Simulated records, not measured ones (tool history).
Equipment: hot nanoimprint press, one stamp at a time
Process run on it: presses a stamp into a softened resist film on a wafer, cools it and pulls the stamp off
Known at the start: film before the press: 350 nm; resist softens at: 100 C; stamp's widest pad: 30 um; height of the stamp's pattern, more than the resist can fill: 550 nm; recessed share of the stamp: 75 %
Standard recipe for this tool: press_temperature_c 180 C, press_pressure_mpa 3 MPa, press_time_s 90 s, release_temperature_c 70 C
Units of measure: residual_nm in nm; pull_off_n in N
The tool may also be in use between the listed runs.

run     day  press_temperature_c  press_pressure_mpa  press_time_s  release_temperature_c  residual_nm  pull_off_n
  1       0                  180                   3            90                     70        133.4         367
      2.492  -- stamp cleaned and given a new release coat
  2   3.104                  180                   3            90                     70        134.4         222
      4.425  -- plate thermocouple calibrated
  3     4.9                  180                   3            90                     70        123.5         237
  4   6.954                  180                   3            90                     63        124.6         267
  5   9.775                  180                   3            90                     63        125.4         298
  6  12.529                  180                   3            90                     63        126.8         325
  7  15.288                  180                   3            90                     63        126.9         352
  8  16.533                  180                   3            90                     63        127.4         355
  9  17.754                  180                   3            90                     63        127.6         364
 10  19.708                  180                   3            90                     70        128.8         378
     20.125  -- stamp cleaned and given a new release coat
 11  21.196                  180                   3            90                     70        129.1         228
 12    24.2                  180                   3            90                     70        129.5         256
 13  25.675                  180                   3            90                     70        131.6         269
 14  27.396                  180                   3            90                     70        130.8         271
 15  28.658                  180                   3            90                     70        131.4         296
 16  30.021                  172                2.13            65                     56          233         332
 17  32.529                  172                2.13           134                     56        193.2         366
 18  34.154                  172                2.13           134                     56        194.6         379
 19  36.946                  172                2.13           134                     56        196.4         414
     37.542  -- plate thermocouple calibrated
     37.792  -- stamp cleaned and given a new release coat
 20  39.808                  180                1.99            90                     74        157.4         222
 21  41.283                  173                1.99            67                     74        220.9         238
 22      43                  173                1.99           128                     73        184.3         256
 23  44.996                  176                3.28            66                     70        154.6         278
 24  47.808                  176                2.28            66                     70          191         304
 25  49.158                  181                   3            61                     70          140         324
 26  51.083                  179                3.01            61                     70        150.8         347
 27  53.546                  183                   3            90                     70        115.2         366
       55.3  -- stamp cleaned and given a new release coat
 28  55.671                  183                   3            90                     70        116.1         219
 29  58.492                  189                   3           157                     70         76.1         247
 30  59.725                  180                   3           138                     70        113.6         256

Consider 4 possible next runs. They are alternatives, not a sequence: every one starts from the tool as it was left by run 30. What does each give?
  A  62.062                  180                 2.9            75                     70            ?           ?
  B  62.062                  173                   3            63                     64            ?           ?
  C  62.062                  180                   3           145                     76            ?           ?
  D  62.062                  180                   3            90                     67            ?           ?

run  residual_nm  pull_off_n
  A          142         273
  B          193         294
  C          112         271
  D        132.5         283
Without the tool's unlogged condition, the same runs would have read:
run  residual_nm  pull_off_n
  A          133         211
  B        181.3         228
  C        104.6         210
  D          124         219
